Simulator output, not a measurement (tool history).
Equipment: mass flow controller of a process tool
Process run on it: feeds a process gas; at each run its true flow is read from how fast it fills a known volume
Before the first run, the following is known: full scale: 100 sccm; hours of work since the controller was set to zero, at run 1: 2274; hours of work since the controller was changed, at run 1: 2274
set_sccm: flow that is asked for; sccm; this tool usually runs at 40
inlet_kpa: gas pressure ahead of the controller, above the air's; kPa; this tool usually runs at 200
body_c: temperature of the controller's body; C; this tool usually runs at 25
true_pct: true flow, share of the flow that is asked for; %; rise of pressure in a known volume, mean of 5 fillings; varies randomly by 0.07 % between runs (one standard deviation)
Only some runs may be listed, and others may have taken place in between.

run,hour,set_sccm,inlet_kpa,body_c,hours of work since the controller was set to zero,hours of work since the controller was changed,true_pct
1,0,40,200,25,2274,2274,98.35
2,43.6,40,200,23,2301,2301,98.37
3,97.6,40,200,23,2334,2334,98.31
4,187.8,40,200,23,2389,2389,98.47
5,232.2,51,200,25,2416,2416,98.8
6,282.5,51,200,25,2447,2447,98.73
7,372.8,51,200,25,2502,2502,98.6
8,462.9,51,200,25,2557,2557,98.75
9,510.9,51,200,25,2587,2587,98.8
10,589.6,51,200,25,2635,2635,98.74
11,669.1,51,200,25,2684,2684,98.78
12,715.4,51,200,28,2712,2712,98.61
13,763.5,51,200,28,2741,2741,98.68
14,820.1,51,200,28,2776,2776,98.76
15,864.3,51,200,28,2803,2803,98.66
16,926.1,27,200,25,2841,2841,97.6
17,978.5,56,200,25,2873,2873,98.87
18,1058.8,56,200,25,2922,2922,98.84
19,1113.7,40,170,27,2956,2956,98.04
20,1191.6,40,141,22,3003,3003,97.93
21,1257,17,160,21,3043,3043,96.41
22,1294.9,40,160,26,3067,3067,98.06
23,1360.9,40,160,26,3107,3107,98
# hour 1367.2: controller's zero set anew
24,1435,31,235,22,41,3152,97.26
25,1518.2,12,208,26,92,3203,93.66
26,1587.5,19,230,25,135,3245,95.76
27,1627.4,14,217,29,159,3270,94.36
28,1707.8,19,198,29,208,3319,95.61
29,1763.4,97,200,27,242,3353,99.85
# hour 1798.7: controller's zero set anew, once more
30,1843.8,11,200,27,28,3402,98.47
31,1916,33,200,39,72,3446,98.83
32,1961.3,27,178,39,99,3474,98.55
33,2019,52,175,33,135,3509,99.16
34,2096,13,143,33,182,3556,98.1
35,2182.1,22,245,21,235,3609,99.21

Branching from run 35: 4 alternative next runs. What would each branch give?
A,2238.7,20,245,28,269,3644,?
B,2238.7,33,146,25,269,3644,?
C,2238.7,40,200,38,269,3644,?
D,2238.7,62,157,29,269,3644,?

run,true_pct
A,98.86
B,98.72
C,98.79
D,99.4
Take away the tool's hidden state, keep each run's random variation, and the runs would have read:
run,true_pct
A,98.47
B,98.25
C,98.3
D,98.87
